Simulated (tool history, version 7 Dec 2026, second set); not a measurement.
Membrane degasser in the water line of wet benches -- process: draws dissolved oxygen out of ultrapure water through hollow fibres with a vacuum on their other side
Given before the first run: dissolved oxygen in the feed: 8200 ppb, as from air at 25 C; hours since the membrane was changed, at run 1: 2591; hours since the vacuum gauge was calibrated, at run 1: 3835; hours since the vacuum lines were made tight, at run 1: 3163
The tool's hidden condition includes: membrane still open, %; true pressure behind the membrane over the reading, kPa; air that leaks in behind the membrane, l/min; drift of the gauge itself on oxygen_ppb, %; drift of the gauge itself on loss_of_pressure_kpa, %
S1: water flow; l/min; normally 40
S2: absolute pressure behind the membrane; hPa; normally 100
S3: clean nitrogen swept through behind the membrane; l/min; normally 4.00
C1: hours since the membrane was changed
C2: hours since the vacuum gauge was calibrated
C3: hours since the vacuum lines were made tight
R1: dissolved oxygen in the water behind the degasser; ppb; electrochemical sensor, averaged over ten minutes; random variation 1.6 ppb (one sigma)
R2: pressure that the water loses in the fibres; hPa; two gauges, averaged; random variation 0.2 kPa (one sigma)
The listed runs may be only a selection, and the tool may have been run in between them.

{"run": 1, "hour": 0.0, "S1": 40, "S2": 100, "S3": 4.0, "C1": 2591, "C2": 3835, "C3": 3163, "R1": 206.6, "R2": 441.2}
{"run": 2, "hour": 62.8, "S1": 40, "S2": 100, "S3": 4.0, "C1": 2653, "C2": 3897, "C3": 3226, "R1": 208.5, "R2": 441.9}
{"run": 3, "hour": 101.2, "S1": 40, "S2": 100, "S3": 4.0, "C1": 2692, "C2": 3936, "C3": 3264, "R1": 207.5, "R2": 443.7}
{"run": 4, "hour": 172.7, "S1": 40, "S2": 100, "S3": 4.0, "C1": 2763, "C2": 4007, "C3": 3336, "R1": 207.0, "R2": 442.0}
{"run": 5, "hour": 234.9, "S1": 40, "S2": 100, "S3": 4.0, "C1": 2826, "C2": 4069, "C3": 3398, "R1": 203.0, "R2": 444.7}
{"run": 6, "hour": 300.9, "S1": 40, "S2": 100, "S3": 4.0, "C1": 2892, "C2": 4135, "C3": 3464, "R1": 205.0, "R2": 439.5}
{"run": 7, "hour": 365.0, "S1": 40, "S2": 100, "S3": 4.0, "C1": 2956, "C2": 4200, "C3": 3528, "R1": 207.7, "R2": 444.0}
{"run": 8, "hour": 433.7, "S1": 40, "S2": 100, "S3": 4.0, "C1": 3024, "C2": 4268, "C3": 3597, "R1": 207.2, "R2": 444.4}
{"run": 9, "hour": 505.7, "S1": 40, "S2": 100, "S3": 4.0, "C1": 3096, "C2": 4340, "C3": 3669, "R1": 205.9, "R2": 448.6}
{"run": 10, "hour": 584.8, "S1": 40, "S2": 100, "S3": 4.0, "C1": 3176, "C2": 4419, "C3": 3748, "R1": 207.7, "R2": 447.6}
{"run": 11, "hour": 660.5, "S1": 24, "S2": 100, "S3": 4.0, "C1": 3251, "C2": 4495, "C3": 3823, "R1": 100.7, "R2": 270.1}
{"hour": 704.4, "done": "seals of the vacuum lines changed"}
{"run": 12, "hour": 705.1, "S1": 24, "S2": 100, "S3": 4.0, "C1": 3294, "C2": 4538, "C3": 1, "R1": 100.7, "R2": 269.7}
{"run": 13, "hour": 768.6, "S1": 40, "S2": 100, "S3": 4.0, "C1": 3357, "C2": 4601, "C3": 64, "R1": 205.3, "R2": 446.6}
{"run": 14, "hour": 821.8, "S1": 57, "S2": 100, "S3": 4.0, "C1": 3411, "C2": 4654, "C3": 117, "R1": 410.0, "R2": 630.6}
{"run": 15, "hour": 876.5, "S1": 57, "S2": 100, "S3": 4.0, "C1": 3465, "C2": 4709, "C3": 172, "R1": 406.8, "R2": 637.3}
{"run": 16, "hour": 926.0, "S1": 57, "S2": 100, "S3": 4.0, "C1": 3515, "C2": 4759, "C3": 222, "R1": 413.9, "R2": 635.3}
{"run": 17, "hour": 997.5, "S1": 37, "S2": 100, "S3": 4.0, "C1": 3586, "C2": 4830, "C3": 293, "R1": 183.6, "R2": 414.1}
{"run": 18, "hour": 1077.0, "S1": 40, "S2": 100, "S3": 7.82, "C1": 3666, "C2": 4910, "C3": 373, "R1": 134.8, "R2": 448.1}
{"run": 19, "hour": 1129.3, "S1": 29, "S2": 121, "S3": 4.0, "C1": 3718, "C2": 4962, "C3": 425, "R1": 163.4, "R2": 326.9}
{"run": 20, "hour": 1204.9, "S1": 36, "S2": 104, "S3": 2.85, "C1": 3794, "C2": 5037, "C3": 500, "R1": 233.9, "R2": 403.7}
{"run": 21, "hour": 1281.4, "S1": 36, "S2": 104, "S3": 2.85, "C1": 3870, "C2": 5114, "C3": 577, "R1": 237.4, "R2": 401.1}
{"run": 22, "hour": 1321.2, "S1": 36, "S2": 104, "S3": 2.85, "C1": 3910, "C2": 5154, "C3": 617, "R1": 234.4, "R2": 403.7}
{"run": 23, "hour": 1370.1, "S1": 40, "S2": 120, "S3": 1.65, "C1": 3959, "C2": 5203, "C3": 666, "R1": 487.5, "R2": 448.2}
{"run": 24, "hour": 1418.3, "S1": 40, "S2": 120, "S3": 1.65, "C1": 4007, "C2": 5251, "C3": 714, "R1": 494.4, "R2": 448.4}
{"run": 25, "hour": 1461.1, "S1": 40, "S2": 120, "S3": 1.65, "C1": 4050, "C2": 5294, "C3": 757, "R1": 492.2, "R2": 450.0}
{"run": 26, "hour": 1526.1, "S1": 40, "S2": 120, "S3": 1.65, "C1": 4115, "C2": 5359, "C3": 822, "R1": 487.8, "R2": 452.7}
{"run": 27, "hour": 1569.2, "S1": 40, "S2": 120, "S3": 1.65, "C1": 4158, "C2": 5402, "C3": 865, "R1": 488.0, "R2": 447.5}
{"hour": 1636.6, "done": "vacuum gauge calibrated"}
{"run": 28, "hour": 1649.2, "S1": 40, "S2": 120, "S3": 1.65, "C1": 4237, "C2": 13, "C3": 944, "R1": 494.4, "R2": 453.6}
{"run": 29, "hour": 1692.0, "S1": 40, "S2": 120, "S3": 1.65, "C1": 4280, "C2": 55, "C3": 987, "R1": 490.2, "R2": 451.2}
{"run": 30, "hour": 1747.1, "S1": 37, "S2": 120, "S3": 1.65, "C1": 4335, "C2": 110, "C3": 1042, "R1": 447.7, "R2": 422.1}
{"run": 31, "hour": 1796.9, "S1": 57, "S2": 120, "S3": 1.65, "C1": 4385, "C2": 160, "C3": 1092, "R1": 766.3, "R2": 646.7}
{"run": 32, "hour": 1865.5, "S1": 53, "S2": 100, "S3": 4.0, "C1": 4454, "C2": 229, "C3": 1161, "R1": 349.7, "R2": 601.2}

Alternative continuations, all from the tool just after run 32; predict every row:
{"run": "A", "hour": 1910.6, "S1": 54, "S2": 100, "S3": 3.03, "C1": 4499, "C2": 274, "C3": 1206, "R1": "?", "R2": "?"}
{"run": "B", "hour": 1910.6, "S1": 53, "S2": 100, "S3": 4.05, "C1": 4499, "C2": 274, "C3": 1206, "R1": "?", "R2": "?"}
{"run": "C", "hour": 1910.6, "S1": 40, "S2": 68, "S3": 4.0, "C1": 4499, "C2": 274, "C3": 1206, "R1": "?", "R2": "?"}

run=A R1=427.9 R2=608.1
run=B R1=351.8 R2=602.5
run=C R1=133.9 R2=452.2
The same runs, with their run-to-run variation unchanged, on a tool lacking any hidden condition would have given:
run=A R1=427.5 R2=593.3
run=B R1=351.3 R2=588.0
run=C R1=133.7 R2=441.3
